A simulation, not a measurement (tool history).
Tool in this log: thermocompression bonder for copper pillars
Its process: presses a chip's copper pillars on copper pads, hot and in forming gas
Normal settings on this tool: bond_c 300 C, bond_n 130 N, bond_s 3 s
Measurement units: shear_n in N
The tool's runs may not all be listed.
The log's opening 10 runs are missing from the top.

run	hour	bond_c	bond_n	bond_s	hours of work since the heater was calibrated	hours of work since the force cell was calibrated	hours of work since the gas filter was changed	shear_n
11	106.9	300	130	7	531	507	20	61.6
12	116.2	300	80	3	539	514	27	33.7
13	122.8	300	80	3	544	519	32	32.7
14	133.6	300	80	3	553	528	41	33.9
# hour 140.7: heater calibrated with a thermocouple chip
15	149.1	300	80	3	7	539	52	37.6
16	156.3	300	80	3	12	544	57	37.4
17	164.8	300	120	3	19	551	64	46.9
18	172.5	300	120	3	25	557	70	46.9
19	183.6	300	130	2	34	566	79	42.1
20	195.1	300	130	2	43	575	88	41.7
21	205.5	300	116	7	51	583	96	60.7
22	217	300	116	7	60	592	105	58.3
# hour 229.3: forming gas filter changed
23	229.6	321	138	4	70	602	0	71.7
24	235.5	297	169	5	74	606	5	67
25	241.1	322	190	8	79	611	9	90.6
26	247.9	287	130	3	84	616	15	43.7
27	257.8	287	130	3	92	624	22	43.9
28	265.1	278	153	8	98	630	28	59.4
29	276.5	278	153	8	107	639	37	59
30	283.1	296	93	2	112	644	42	33.5
31	289.9	300	130	3	117	649	48	50.3
32	299.9	314	101	3	125	657	56	49.3
33	309.9	314	101	3	133	665	64	49.4
34	317.3	302	130	2	139	671	69	43.4

Estimate the outcome of run 35 from the log above:
35	328.9	302	83	7	148	680	79	?

{"run 35": {"shear_n": 50.6}}
With the hidden condition absent and the run-to-run variation left alone, this run would have shown shear_n 52.6 N.
